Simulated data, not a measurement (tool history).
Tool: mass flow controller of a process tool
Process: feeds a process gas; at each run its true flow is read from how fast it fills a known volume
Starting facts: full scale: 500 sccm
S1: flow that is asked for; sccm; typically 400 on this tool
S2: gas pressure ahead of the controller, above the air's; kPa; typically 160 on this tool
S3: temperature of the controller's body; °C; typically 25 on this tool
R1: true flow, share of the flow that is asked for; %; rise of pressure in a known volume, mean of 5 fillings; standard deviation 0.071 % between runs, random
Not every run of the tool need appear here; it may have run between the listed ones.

run	hour	S1	S2	S3	R1
1	0.0	400	160	25	102.46
2	242.3	400	160	25	102.55
3	544.6	400	160	36	103.65
4	782.5	400	272	25	102.48
5	917.7	400	146	25	102.64
6	1122.5	400	160	25	102.72
7	1319.8	400	160	25	102.82
8	1528.9	323	160	25	102.69
9	1861.0	323	160	25	102.75
10	2100.0	323	160	25	102.75
11	2270.5	323	160	25	102.89
12	2411.1	323	160	25	102.96
13	2579.9	61	160	25	104.14
14	2769.5	61	160	25	104.22
15	3017.4	61	160	25	104.43
16	3295.4	400	194	25	103.06
17	3448.0	400	194	25	103.27
18	3718.2	400	194	25	103.47
19	3855.9	400	160	25	103.47
20	4166.7	400	160	31	103.99
21	4449.4	400	160	38	104.16
22	4645.4	255	160	25	102.66
23	4954.0	255	160	25	102.75
24	5092.1	255	160	25	102.85
25	5324.0	255	160	25	102.74
26	5527.2	69	175	21	102.09
27	5853.1	60	160	40	103.83
28	6166.8	188	223	25	102.84
29	6429.6	92	160	25	102.64
30	6632.8	141	164	23	102.58
31	6846.9	400	273	25	99.27
32	7110.2	386	179	25	99.32
33	7336.9	224	160	25	98.96
34	7546.8	128	220	36	99.69
35	7870.2	128	220	36	99.67
36	8016.9	128	220	36	99.78
37	8291.0	128	220	36	100.00
38	8594.3	128	220	36	99.94
39	8897.7	400	160	26	99.94
40	9118.0	400	160	26	100.04
41	9363.4	165	208	26	99.49
42	9542.1	468	243	35	101.04
43	9709.8	257	188	32	100.19
44	9913.7	360	187	25	100.06
45	10075.5	366	187	39	101.36
46	10345.1	366	187	39	101.43
47	10612.0	366	187	39	101.53

Not shown here: 2 entries made in the log between runs. Locate each between two listed runs and compare the hidden state at the listed run before it with the hidden state at the listed run after it:
Runs 20 to 21: controller's zero set anew (hour 4423.0)
  flow at rest that the sensor doesn't see, % of full scale: 0.351 -> 0.009; true flow over the shown one, %: 3.32 -> 3.39
  measured minus no-state result, R1: +3.76 -> +3.40 %
Runs 30 to 31: controller exchanged for a calibrated one (hour 6839.9)
  flow at rest that the sensor doesn't see, % of full scale: 0.052 -> 0.028; true flow over the shown one, %: 3.84 -> -0.3
  measured minus no-state result, R1: +4.02 -> -0.27 %
